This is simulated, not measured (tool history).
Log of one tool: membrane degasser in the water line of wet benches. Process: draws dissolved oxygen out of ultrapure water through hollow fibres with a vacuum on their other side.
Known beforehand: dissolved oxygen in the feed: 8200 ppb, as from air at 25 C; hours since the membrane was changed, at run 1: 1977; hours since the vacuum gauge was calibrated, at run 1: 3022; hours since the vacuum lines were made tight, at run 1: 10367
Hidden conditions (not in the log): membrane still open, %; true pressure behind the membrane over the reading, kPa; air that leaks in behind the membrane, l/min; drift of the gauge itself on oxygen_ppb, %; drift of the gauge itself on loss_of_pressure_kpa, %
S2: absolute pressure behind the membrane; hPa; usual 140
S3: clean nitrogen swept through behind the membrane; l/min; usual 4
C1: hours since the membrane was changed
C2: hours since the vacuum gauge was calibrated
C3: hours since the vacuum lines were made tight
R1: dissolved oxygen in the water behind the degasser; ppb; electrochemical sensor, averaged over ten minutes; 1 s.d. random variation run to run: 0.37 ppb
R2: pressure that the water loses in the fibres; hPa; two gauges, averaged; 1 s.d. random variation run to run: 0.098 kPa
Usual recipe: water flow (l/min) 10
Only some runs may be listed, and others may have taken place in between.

Run 1, day 0: usual settings; C1 1977; C2 3022; C3 10367. Result: R1 76.2 ppb, R2 298.5 hPa.
Run 2, day 1.975: usual settings; C1 2024; C2 3070; C3 10415. Result: R1 76.7 ppb, R2 297.1 hPa.
Run 3, day 4.767: usual settings; C1 2091; C2 3136; C3 10482. Result: R1 76.4 ppb, R2 299.8 hPa.
Run 4, day 6.092: usual settings but S3 7.51 l/min; C1 2123; C2 3168; C3 10514. Result: R1 42.7 ppb, R2 300.2 hPa.
Run 5, day 9.283: usual settings but S3 7.51 l/min; C1 2200; C2 3245; C3 10590. Result: R1 42.7 ppb, R2 300.1 hPa.
Run 6, day 11.138: usual settings but S3 7.51 l/min; C1 2244; C2 3289; C3 10635. Result: R1 42.6 ppb, R2 301 hPa.
Run 7, day 12.6: usual settings but S3 6.07 l/min; C1 2279; C2 3325; C3 10670. Result: R1 51.9 ppb, R2 299 hPa.
Run 8, day 14.512: usual settings but S2 188 hPa, S3 1.99 l/min; C1 2325; C2 3370; C3 10716. Result: R1 208 ppb, R2 300.1 hPa.
Run 9, day 16.058: usual settings but S2 188 hPa, S3 1.99 l/min; C1 2362; C2 3407; C3 10753. Result: R1 207.4 ppb, R2 300 hPa.
At day 17.504: vacuum gauge calibrated.
Run 10, day 18.175: usual settings but S2 144 hPa, S3 9.93 l/min; C1 2413; C2 16; C3 10803. Result: R1 34 ppb, R2 298.7 hPa.
Run 11, day 20.162: usual settings but S2 135 hPa, S3 2.34 l/min; C1 2460; C2 64; C3 10851. Result: R1 119.2 ppb, R2 299.5 hPa.
Run 12, day 21.583: usual settings but water flow (l/min) 12, S2 142 hPa, S3 8.2 l/min; C1 2494; C2 98; C3 10885. Result: R1 50.2 ppb, R2 360.7 hPa.
Run 13, day 24.758: usual settings but water flow (l/min) 11, S2 85 hPa, S3 3.04 l/min; C1 2571; C2 174; C3 10961. Result: R1 55.9 ppb, R2 328.9 hPa.
Run 14, day 27.142: usual settings but water flow (l/min) 15, S2 187 hPa, S3 2.01 l/min; C1 2628; C2 231; C3 11018. Result: R1 299.2 ppb, R2 450.6 hPa.

Branching from run 14: 4 alternative next runs. What would each branch give?
Run A, day 29.312: usual settings but water flow (l/min) 15, S2 85 hPa, S3 2.22 l/min; C1 2680; C2 283; C3 11070. Result: R1 ?, R2 ?.
Run B, day 29.312: usual settings but water flow (l/min) 7, S2 86 hPa, S3 3.63 l/min; C1 2680; C2 283; C3 11070. Result: R1 ?, R2 ?.
Run C, day 29.312: usual settings but water flow (l/min) 8, S2 187 hPa, S3 3.09 l/min; C1 2680; C2 283; C3 11070. Result: R1 ?, R2 ?.
Run D, day 29.312: usual settings but water flow (l/min) 15, S2 187 hPa, S3 7.25 l/min; C1 2680; C2 283; C3 11070. Result: R1 ?, R2 ?.

run     R1     R2
  A  105.5  450.6
  B   30.2  208.7
  C  110.4  239.1
  D    101  447.7
Without the tool's unlogged condition, the same runs would have read:
run    R1     R2
  A  99.8  446.4
  B  26.5  206.8
  C  98.9  236.8
  D    95  443.5
